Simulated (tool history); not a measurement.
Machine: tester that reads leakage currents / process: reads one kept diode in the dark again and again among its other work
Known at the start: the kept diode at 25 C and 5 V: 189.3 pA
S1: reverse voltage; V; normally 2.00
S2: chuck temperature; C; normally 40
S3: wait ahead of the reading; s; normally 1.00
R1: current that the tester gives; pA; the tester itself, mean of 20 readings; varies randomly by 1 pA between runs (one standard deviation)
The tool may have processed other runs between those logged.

Run 1, hour 0.0: usual settings. Result: R1 332.40 pA.
Run 2, hour 39.3: usual settings. Result: R1 332.01 pA.
Run 3, hour 83.8: usual settings but S3 4.48 s. Result: R1 331.89 pA.
Run 4, hour 132.3: usual settings but S2 22 C. Result: R1 88.27 pA.
Run 5, hour 207.2: usual settings but S1 1.00 V. Result: R1 221.27 pA.
Run 6, hour 270.8: usual settings. Result: R1 332.87 pA.
Run 7, hour 340.2: usual settings. Result: R1 333.83 pA.
Run 8, hour 408.4: usual settings. Result: R1 332.17 pA.
Run 9, hour 460.3: usual settings. Result: R1 334.69 pA.
Run 10, hour 492.7: usual settings. Result: R1 333.38 pA.
Run 11, hour 549.1: usual settings but S2 28 C. Result: R1 138.97 pA.
Run 12, hour 611.2: usual settings but S2 28 C. Result: R1 139.58 pA.
Run 13, hour 654.9: usual settings but S2 28 C, S3 1.77 s. Result: R1 139.98 pA.
Run 14, hour 718.5: usual settings but S2 37 C. Result: R1 270.65 pA.
Run 15, hour 786.0: usual settings but S1 1.14 V, S2 34 C. Result: R1 157.26 pA.
Run 16, hour 829.8: usual settings but S1 1.14 V, S2 34 C. Result: R1 156.62 pA.
Run 17, hour 902.0: usual settings but S1 1.14 V, S2 34 C. Result: R1 156.43 pA.
Run 18, hour 963.0: usual settings but S1 14.67 V, S2 30 C, S3 0.42 s. Result: R1 526.39 pA.
Run 19, hour 994.4: usual settings but S1 5.27 V, S2 30 C, S3 3.41 s. Result: R1 284.32 pA.
Run 20, hour 1069.7: usual settings but S1 5.27 V, S2 30 C, S3 3.41 s. Result: R1 284.80 pA.
Run 21, hour 1140.9: usual settings but S1 15.58 V, S2 30 C, S3 6.01 s. Result: R1 537.88 pA.
Run 22, hour 1215.0: usual settings but S1 5.81 V, S2 30 C, S3 2.19 s. Result: R1 303.09 pA.
Run 23, hour 1273.7: usual settings but S1 5.81 V, S2 30 C, S3 2.19 s. Result: R1 299.39 pA.
Run 24, hour 1348.2: usual settings but S2 38 C, S3 8.65 s. Result: R1 288.16 pA.
Run 25, hour 1409.3: usual settings but S2 38 C, S3 8.65 s. Result: R1 289.01 pA.
Run 26, hour 1483.6: usual settings but S1 9.79 V, S2 53 C, S3 8.27 s. Result: R1 2003.01 pA.

Branching from run 26: 5 alternative next runs. What would each branch give?
Run A, hour 1549.3: usual settings but S1 12.92 V, S2 21 C, S3 4.99 s. Result: R1 ?.
Run B, hour 1549.3: usual settings but S1 2.24 V, S2 22 C, S3 2.73 s. Result: R1 ?.
Run C, hour 1549.3: usual settings but S1 7.51 V, S2 58 C, S3 1.12 s. Result: R1 ?.
Run D, hour 1549.3: usual settings but S1 1.01 V, S2 54 C, S3 1.42 s. Result: R1 ?.
Run E, hour 1549.3: usual settings but S1 9.79 V, S2 20 C, S3 8.27 s. Result: R1 ?.

run       R1
  A   244.06
  B    94.49
  C  2357.08
  D   569.92
  E   191.73
Without the tool's hidden state the same runs would have given:
run       R1
  A   243.55
  B    94.34
  C  2354.49
  D   569.29
  E   191.33

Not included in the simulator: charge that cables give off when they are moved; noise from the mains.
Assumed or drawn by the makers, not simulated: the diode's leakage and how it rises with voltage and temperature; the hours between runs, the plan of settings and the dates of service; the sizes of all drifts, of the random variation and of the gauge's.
